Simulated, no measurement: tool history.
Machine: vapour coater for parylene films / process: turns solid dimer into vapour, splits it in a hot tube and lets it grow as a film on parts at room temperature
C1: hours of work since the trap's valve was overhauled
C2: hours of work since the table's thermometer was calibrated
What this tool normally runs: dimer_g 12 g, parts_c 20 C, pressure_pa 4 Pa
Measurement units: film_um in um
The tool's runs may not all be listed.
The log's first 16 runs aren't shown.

Run 17, day 11.021: usual settings but dimer_g 8 g, parts_c 14 C, pressure_pa 10.09 Pa; C1 45; C2 588. Result: film_um 4.58 um.
Run 18, day 11.746: usual settings but dimer_g 18 g, parts_c 21 C; C1 60; C2 604. Result: film_um 10.34 um.
Run 19, day 12.596: usual settings but parts_c 16 C; C1 78; C2 621. Result: film_um 7.88 um.
Run 20, day 13.458: usual settings but pressure_pa 4.41 Pa; C1 96; C2 639. Result: film_um 6.86 um.
Run 21, day 14.304: usual settings but pressure_pa 4.41 Pa; C1 114; C2 657. Result: film_um 6.97 um.
Run 22, day 15.242: usual settings but parts_c 21 C, pressure_pa 11.74 Pa; C1 133; C2 677. Result: film_um 5.49 um.
Run 23, day 16.129: usual settings; C1 152; C2 695. Result: film_um 6.92 um.
Run 24, day 16.862: usual settings; C1 167; C2 711. Result: film_um 6.86 um.
Run 25, day 17.3: usual settings but dimer_g 13 g, parts_c 23 C, pressure_pa 4.45 Pa; C1 177; C2 720. Result: film_um 6.61 um.
Run 26, day 17.85: usual settings but dimer_g 5 g, parts_c 32 C, pressure_pa 4.45 Pa; C1 188; C2 731. Result: film_um 2 um.
Run 27, day 18.479: usual settings but dimer_g 10 g, pressure_pa 3.31 Pa; C1 201; C2 744. Result: film_um 5.99 um.
Run 28, day 19.454: usual settings but dimer_g 5 g, parts_c 29 C, pressure_pa 5.14 Pa; C1 222; C2 765. Result: film_um 2.13 um.
Run 29, day 20.392: usual settings but dimer_g 5 g, parts_c 29 C, pressure_pa 5.14 Pa; C1 241; C2 784. Result: film_um 2.08 um.
Run 30, day 20.929: usual settings but pressure_pa 6.15 Pa; C1 252; C2 796. Result: film_um 6.06 um.

Predict each of these 4 candidate next runs independently; none follows another, all start after run 30:
Run A, day 21.779: usual settings but pressure_pa 3.34 Pa; C1 270; C2 813. Result: film_um ?.
Run B, day 21.779: usual settings but dimer_g 5 g, parts_c 21 C; C1 270; C2 813. Result: film_um ?.
Run C, day 21.779: usual settings but dimer_g 9 g; C1 270; C2 813. Result: film_um ?.
Run D, day 21.779: usual settings but dimer_g 11 g; C1 270; C2 813. Result: film_um ?.

run  film_um
  A     7.06
  B     2.71
  C     5.06
  D     6.21
With no hidden state in the tool, these same runs would have given:
run  film_um
  A     7.53
  B     2.89
  C      5.4
  D     6.62
